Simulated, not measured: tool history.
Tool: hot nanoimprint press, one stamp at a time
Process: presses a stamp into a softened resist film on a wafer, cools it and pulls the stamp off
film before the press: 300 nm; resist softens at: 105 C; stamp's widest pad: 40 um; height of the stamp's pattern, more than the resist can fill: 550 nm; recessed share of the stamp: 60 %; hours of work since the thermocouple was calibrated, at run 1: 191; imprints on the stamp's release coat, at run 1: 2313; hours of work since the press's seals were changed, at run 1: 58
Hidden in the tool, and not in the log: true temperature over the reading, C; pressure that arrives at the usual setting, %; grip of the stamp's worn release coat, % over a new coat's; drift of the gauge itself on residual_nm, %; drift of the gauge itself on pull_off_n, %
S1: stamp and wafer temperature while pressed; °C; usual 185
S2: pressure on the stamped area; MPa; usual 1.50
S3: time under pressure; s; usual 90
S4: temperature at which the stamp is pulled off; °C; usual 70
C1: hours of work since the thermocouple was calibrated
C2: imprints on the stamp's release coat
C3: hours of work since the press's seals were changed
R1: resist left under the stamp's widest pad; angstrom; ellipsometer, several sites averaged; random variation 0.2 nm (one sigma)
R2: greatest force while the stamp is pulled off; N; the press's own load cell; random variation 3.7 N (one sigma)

run,hour,S1,S2,S3,S4,C1,C2,C3,R1,R2
1,0.0,185,1.50,90,70,191,2313,58,1168,248
2,17.3,185,1.50,90,70,198,2362,66,1164,250
3,28.2,175,1.50,90,70,203,2392,70,1578,257
4,43.5,175,1.50,90,70,209,2435,77,1575,251
# hour 62.7: stamp cleaned and given a new release coat
5,64.5,175,1.50,90,70,215,5,83,1573,174
6,86.1,176,1.50,90,70,224,66,92,1527,172
7,103.0,192,0.95,150,70,231,113,99,1003,172
8,117.3,185,1.11,149,66,237,153,105,1131,194
9,139.2,185,1.11,149,66,246,214,114,1132,189
10,154.7,194,1.50,55,70,253,258,120,1086,187

How the hidden state differs across the entries between the runs, from the last listed run before each to the first after it:
Between runs 4 and 5: stamp cleaned and given a new release coat (hour 62.7)
  true temperature over the reading, C: 0.59 -> 0.61; pressure that arrives at the usual setting, %: 99.31 -> 99.26; grip of the stamp's worn release coat, % over a new coat's: 44.1 -> 0.1
  measured less the result without the state, R1: -24 -> -24 angstrom; R2: +74 -> -2 N
